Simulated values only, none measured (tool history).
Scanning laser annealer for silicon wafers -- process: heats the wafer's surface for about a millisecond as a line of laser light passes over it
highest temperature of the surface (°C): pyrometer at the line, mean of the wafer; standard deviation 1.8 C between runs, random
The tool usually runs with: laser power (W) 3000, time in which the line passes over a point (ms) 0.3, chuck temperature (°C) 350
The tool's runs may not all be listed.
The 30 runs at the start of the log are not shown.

run   hour  laser power (W)  time in which the line passes over a point (ms)  chuck temperature (°C)  highest temperature of the surface (°C)
 31  617.2             3032                                              0.3                     350                                     1052
 32  646.7             3000                                            0.248                     378                                     1006
 33  659.5             3000                                            0.248                     378                                     1005
 34  680.8             3000                                            0.338                     339                                     1075
 35  707.4             2643                                            0.338                     339                                      969
 36    728             2643                                            0.338                     339                                      966
 37  755.7             2643                                            0.338                     339                                      967
 38  781.2             2643                                            0.338                     339                                      970
 39  797.6             3000                                            0.273                     350                                      998
 40  825.9             3270                                            0.286                     370                                     1114

Here are 5 independent what-if runs from the current tool condition. What would each one return?
  A  847.6             3219                                            0.282                     350                                        ?
  B  847.6             3000                                            0.369                     316                                        ?
  C  847.6             2928                                              0.3                     386                                        ?
  D  847.6             2981                                            0.275                     312                                        ?
  E  847.6             3000                                            0.211                     350                                        ?

run  highest temperature of the surface (°C)
  A                                     1066
  B                                     1075
  C                                     1048
  D                                      963
  E                                      916
Without the tool's unlogged condition, the same runs would have read:
run  highest temperature of the surface (°C)
  A                                     1097
  B                                     1107
  C                                     1076
  D                                      990
  E                                      940
